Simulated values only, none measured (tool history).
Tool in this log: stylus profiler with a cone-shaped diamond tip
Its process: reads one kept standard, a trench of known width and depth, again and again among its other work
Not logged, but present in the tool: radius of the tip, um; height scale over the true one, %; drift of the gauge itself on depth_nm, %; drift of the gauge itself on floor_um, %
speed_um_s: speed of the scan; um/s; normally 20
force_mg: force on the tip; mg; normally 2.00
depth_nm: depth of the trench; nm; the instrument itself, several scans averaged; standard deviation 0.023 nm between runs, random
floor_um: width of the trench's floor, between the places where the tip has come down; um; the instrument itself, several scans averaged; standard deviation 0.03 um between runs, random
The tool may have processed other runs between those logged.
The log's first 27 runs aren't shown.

run,hour,speed_um_s,force_mg,scans with this tip,hours of work since the height scale was calibrated,depth_nm,floor_um
28,401.6,55,1.11,7818,36,101.25,97.19
29,417.2,55,1.11,7925,43,101.27,97.22
# hour 421.3: height scale calibrated on a step standard, once more
30,428.9,5,1.18,8001,4,101.07,97.46
31,439.7,5,1.18,8074,8,101.07,97.47
32,453.0,7,1.24,8165,15,101.08,97.40
33,465.6,37,2.14,8251,20,101.53,97.31
34,474.4,21,2.14,8311,24,101.55,97.35
35,494.1,11,1.66,8445,34,101.34,97.46
36,513.2,32,1.78,8575,42,101.33,97.25
37,525.7,32,1.78,8661,48,101.39,97.25
38,535.8,38,4.23,8729,53,102.44,97.27

Run 39 has not been measured yet. What should we expect?
39,555.3,38,3.79,8862,62,?,?

Run 39 measured depth_nm 102.27 nm, floor_um 97.31 um.
Had the tool carried no hidden state, the very same run would have given depth_nm 102.22 nm, floor_um 97.91 um.
